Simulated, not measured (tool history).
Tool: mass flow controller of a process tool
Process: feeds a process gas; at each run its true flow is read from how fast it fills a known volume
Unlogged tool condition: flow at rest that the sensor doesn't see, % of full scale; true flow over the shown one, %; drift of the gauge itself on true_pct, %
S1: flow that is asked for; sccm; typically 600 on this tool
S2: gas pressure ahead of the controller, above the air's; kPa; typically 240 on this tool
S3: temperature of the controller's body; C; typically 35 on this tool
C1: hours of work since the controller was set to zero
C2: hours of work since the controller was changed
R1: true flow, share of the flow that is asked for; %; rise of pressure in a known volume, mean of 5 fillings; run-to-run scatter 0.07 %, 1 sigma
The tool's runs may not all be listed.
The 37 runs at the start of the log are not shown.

| run | hour | S1 | S2 | S3 | C1 | C2 | R1 |
|---|---|---|---|---|---|---|---|
| 38 | 10799.2 | 201 | 166 | 32 | 4988 | 4988 | 95.27 |
| 39 | 11013.9 | 375 | 240 | 22 | 5083 | 5083 | 95.50 |
| 40 | 11357.5 | 600 | 165 | 35 | 5236 | 5236 | 97.93 |
| 41 | 11726.9 | 180 | 184 | 32 | 5400 | 5400 | 94.70 |
| 42 | 11915.0 | 111 | 227 | 35 | 5483 | 5483 | 92.88 |
| 43 | 12196.6 | 111 | 227 | 35 | 5608 | 5608 | 92.81 |
| 44 | 12606.5 | 110 | 240 | 33 | 5790 | 5790 | 92.57 |
| 45 | 13008.4 | 114 | 154 | 35 | 5968 | 5968 | 93.16 |
| 46 | 13215.4 | 114 | 154 | 35 | 6060 | 6060 | 93.15 |
| 47 | 13431.4 | 197 | 240 | 30 | 6156 | 6156 | 93.90 |

Below are 3 alternative next runs, each starting from the tool's condition after run 47. Predict each:
| A | 13610.7 | 600 | 170 | 22 | 6235 | 6235 | ? |
| B | 13610.7 | 137 | 141 | 40 | 6235 | 6235 | ? |
| C | 13610.7 | 162 | 163 | 27 | 6235 | 6235 | ? |

| run | R1 |
|---|---|
| A | 96.71 |
| B | 94.21 |
| C | 93.61 |
Without the tool's hidden state the same runs would have given:
| run | R1 |
|---|---|
| A | 98.60 |
| B | 98.57 |
| C | 97.48 |
